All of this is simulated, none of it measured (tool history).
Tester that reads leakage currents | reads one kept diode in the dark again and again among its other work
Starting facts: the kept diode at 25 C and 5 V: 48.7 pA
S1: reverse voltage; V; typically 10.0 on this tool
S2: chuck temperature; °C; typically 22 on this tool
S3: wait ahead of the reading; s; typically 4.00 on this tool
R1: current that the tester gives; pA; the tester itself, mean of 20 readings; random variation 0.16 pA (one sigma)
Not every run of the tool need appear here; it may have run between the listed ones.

run	hour	S1	S2	S3	R1
1	0.0	10.0	22	4.00	50.07
2	22.1	10.0	22	4.00	49.40
3	36.0	10.0	22	4.00	49.42
4	49.7	10.0	22	4.00	49.31
5	77.8	8.5	22	4.00	46.56
6	105.0	8.5	22	4.00	46.45
7	136.0	8.5	22	4.00	46.18
8	150.2	8.5	22	4.00	46.13
9	171.6	8.5	41	4.00	199.95
10	193.8	8.5	54	4.00	499.28
11	223.8	8.5	54	4.00	497.22
12	239.9	10.0	22	4.00	49.32
13	270.5	10.0	22	4.00	48.98
14	291.2	10.0	22	4.00	49.04
15	310.9	10.0	22	4.00	49.12
# hour 315.7: tester calibrated
16	334.2	1.1	22	4.00	20.93
17	358.0	1.1	22	4.00	21.00
18	383.6	1.1	22	4.00	20.84
19	409.1	1.1	22	4.00	20.82
20	431.4	10.0	22	4.00	48.99
21	454.1	6.8	38	0.54	144.19
22	467.1	4.3	22	5.85	34.71
23	489.5	4.3	22	1.83	35.10
# hour 502.4: tester calibrated, once more
24	512.8	4.3	22	1.83	34.94
25	539.6	10.0	22	3.34	48.80
26	561.8	7.1	22	2.08	42.60
27	587.5	10.0	22	0.69	49.79
28	604.4	10.0	22	0.69	49.42
29	622.1	10.0	33	5.92	114.51
30	636.2	1.2	30	0.83	40.86
31	665.0	2.2	22	4.00	26.83
32	694.5	4.1	31	2.79	69.53
33	711.0	4.1	31	2.79	69.59
34	731.1	4.1	31	8.86	69.20
35	745.1	2.8	41	1.70	128.29
36	774.9	3.9	22	4.07	33.07
37	799.5	3.9	29	4.07	57.94
38	812.4	3.9	29	4.07	58.02
39	829.5	2.1	22	1.22	25.98

Branching from run 39: 5 alternative next runs. What would each branch give?
A	850.3	1.9	22	6.11	?
B	850.3	14.9	40	0.67	?
C	850.3	5.6	22	0.72	?
D	850.3	10.0	22	1.67	?
E	850.3	2.1	22	4.59	?

run	R1
A	25.19
B	222.92
C	38.24
D	48.40
E	26.08
Without the tool's unlogged condition, the same runs would have read:
run	R1
A	26.85
B	236.00
C	39.93
D	49.63
E	27.77

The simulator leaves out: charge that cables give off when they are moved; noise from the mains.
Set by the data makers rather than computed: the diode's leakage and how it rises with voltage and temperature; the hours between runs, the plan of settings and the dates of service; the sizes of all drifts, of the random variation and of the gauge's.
